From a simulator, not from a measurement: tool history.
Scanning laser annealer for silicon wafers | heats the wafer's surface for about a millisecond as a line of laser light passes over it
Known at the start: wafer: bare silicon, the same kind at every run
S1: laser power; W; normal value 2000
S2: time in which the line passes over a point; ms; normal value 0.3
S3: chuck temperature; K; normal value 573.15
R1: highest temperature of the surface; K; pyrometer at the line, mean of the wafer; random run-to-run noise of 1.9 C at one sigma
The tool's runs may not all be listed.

| run | hour | S1 | S2 | S3 | R1 |
|---|---|---|---|---|---|
| 1 | 0 | 2000 | 0.3 | 573.15 | 1344.15 |
| 2 | 25.1 | 2000 | 0.3 | 573.15 | 1340.15 |
| 3 | 44.7 | 2000 | 0.3 | 573.15 | 1340.15 |
| 4 | 67.4 | 2000 | 0.3 | 552.15 | 1315.15 |
| 5 | 88.7 | 2000 | 0.3 | 568.15 | 1331.15 |
| 6 | 115.4 | 1764 | 0.3 | 573.15 | 1236.15 |
|  | 135.3 | window over the wafer cleaned |
| 7 | 137.9 | 1764 | 0.3 | 573.15 | 1265.15 |
| 8 | 150.8 | 1764 | 0.3 | 573.15 | 1264.15 |
| 9 | 172 | 1764 | 0.3 | 573.15 | 1266.15 |
| 10 | 195.7 | 1764 | 0.3 | 573.15 | 1266.15 |
| 11 | 219.8 | 1987 | 0.3 | 573.15 | 1362.15 |
| 12 | 242.5 | 2000 | 0.3 | 573.15 | 1368.15 |
| 13 | 256.8 | 2000 | 0.3 | 573.15 | 1368.15 |

Run 14 has not been measured yet. What should we expect?
| 14 | 269.4 | 2136 | 0.355 | 582.15 | ? |

Run 14 came out at R1 1520.15 K.
Minus the tool's unlogged condition, the same run would have read R1 1535.15 K.
